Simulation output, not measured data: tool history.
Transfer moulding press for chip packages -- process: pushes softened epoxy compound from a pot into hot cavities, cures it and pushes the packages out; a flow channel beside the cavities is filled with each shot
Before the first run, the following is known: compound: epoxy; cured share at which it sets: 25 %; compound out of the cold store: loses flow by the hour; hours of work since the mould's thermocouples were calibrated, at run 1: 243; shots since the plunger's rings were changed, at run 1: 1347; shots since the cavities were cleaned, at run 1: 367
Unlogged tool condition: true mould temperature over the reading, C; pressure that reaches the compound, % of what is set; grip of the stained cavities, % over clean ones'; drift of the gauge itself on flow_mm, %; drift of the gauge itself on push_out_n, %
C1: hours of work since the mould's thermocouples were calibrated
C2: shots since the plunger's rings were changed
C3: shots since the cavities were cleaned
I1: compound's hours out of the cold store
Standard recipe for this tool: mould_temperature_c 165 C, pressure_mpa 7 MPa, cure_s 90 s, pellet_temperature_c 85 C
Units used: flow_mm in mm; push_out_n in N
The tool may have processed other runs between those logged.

run 1 hour=0 | mould_temperature_c=165 pressure_mpa=7 cure_s=90 pellet_temperature_c=85 | C1=243 C2=1347 C3=367 | I1=30 | flow_mm=504 push_out_n=336
run 2 hour=34.8 | mould_temperature_c=165 pressure_mpa=7 cure_s=104 pellet_temperature_c=85 | C1=264 C2=1759 C3=779 | I1=32.5 | flow_mm=493 push_out_n=358
-- hour=39 cavities cleaned with cleaning compound and waxed
run 3 hour=59.8 | mould_temperature_c=165 pressure_mpa=7 cure_s=90 pellet_temperature_c=85 | C1=279 C2=2036 C3=246 | I1=32.5 | flow_mm=490 push_out_n=329
run 4 hour=98.5 | mould_temperature_c=165 pressure_mpa=7 cure_s=90 pellet_temperature_c=85 | C1=303 C2=2495 C3=705 | I1=47 | flow_mm=445 push_out_n=399
-- hour=108.8 cavities cleaned with cleaning compound and waxed
run 5 hour=132.6 | mould_temperature_c=165 pressure_mpa=7 cure_s=90 pellet_temperature_c=85 | C1=323 C2=2880 C3=282 | I1=14.4 | flow_mm=550 push_out_n=354
run 6 hour=162.4 | mould_temperature_c=165 pressure_mpa=7 cure_s=90 pellet_temperature_c=85 | C1=341 C2=3232 C3=634 | I1=39.9 | flow_mm=465 push_out_n=392
-- hour=177.9 cavities cleaned with cleaning compound and waxed
-- hour=195.6 mould's thermocouples calibrated
run 7 hour=199 | mould_temperature_c=165 pressure_mpa=7 cure_s=90 pellet_temperature_c=90 | C1=2 C2=3623 C3=225 | I1=17.8 | flow_mm=535 push_out_n=332
run 8 hour=237.8 | mould_temperature_c=165 pressure_mpa=7 cure_s=90 pellet_temperature_c=90 | C1=26 C2=4082 C3=684 | I1=17 | flow_mm=538 push_out_n=417
-- hour=249.7 cavities cleaned with cleaning compound and waxed
run 9 hour=264.3 | mould_temperature_c=165 pressure_mpa=7 cure_s=90 pellet_temperature_c=90 | C1=41 C2=4378 C3=172 | I1=38.7 | flow_mm=463 push_out_n=304
run 10 hour=290 | mould_temperature_c=165 pressure_mpa=7 cure_s=90 pellet_temperature_c=85 | C1=57 C2=4682 C3=476 | I1=44.5 | flow_mm=449 push_out_n=367
-- hour=320.2 cavities cleaned with cleaning compound and waxed
-- hour=325.9 plunger's sealing rings changed
run 11 hour=331.6 | mould_temperature_c=165 pressure_mpa=7 cure_s=90 pellet_temperature_c=85 | C1=81 C2=67 C3=106 | I1=37 | flow_mm=485 push_out_n=288
run 12 hour=360.3 | mould_temperature_c=165 pressure_mpa=7 cure_s=90 pellet_temperature_c=85 | C1=98 C2=406 C3=445 | I1=45.2 | flow_mm=459 push_out_n=343
run 13 hour=385.9 | mould_temperature_c=165 pressure_mpa=7 cure_s=90 pellet_temperature_c=85 | C1=114 C2=709 C3=748 | I1=30.8 | flow_mm=503 push_out_n=397
-- hour=392.7 cavities cleaned with cleaning compound and waxed
run 14 hour=432.4 | mould_temperature_c=165 pressure_mpa=7 cure_s=90 pellet_temperature_c=85 | C1=142 C2=1242 C3=471 | I1=32.7 | flow_mm=495 push_out_n=358
-- hour=461.6 cavities cleaned with cleaning compound and waxed
run 15 hour=469.4 | mould_temperature_c=157 pressure_mpa=7 cure_s=107 pellet_temperature_c=79 | C1=164 C2=1662 C3=93 | I1=44.4 | flow_mm=477 push_out_n=357
run 16 hour=495.3 | mould_temperature_c=165 pressure_mpa=7 cure_s=86 pellet_temperature_c=75 | C1=180 C2=1968 C3=399 | I1=21.9 | flow_mm=531 push_out_n=394

Run 17 comes next. What will it give?
-- hour=531.1 cavities cleaned with cleaning compound and waxed
run 17 hour=533.4 | mould_temperature_c=159 pressure_mpa=5.82 cure_s=79 pellet_temperature_c=82 | C1=202 C2=2400 C3=27 | I1=47.3 | flow_mm=? push_out_n=?

flow_mm: 420 mm
push_out_n: 468 N
With the hidden condition absent and the run-to-run variation left alone, this run would have shown flow_mm 428 mm, push_out_n 459 N.
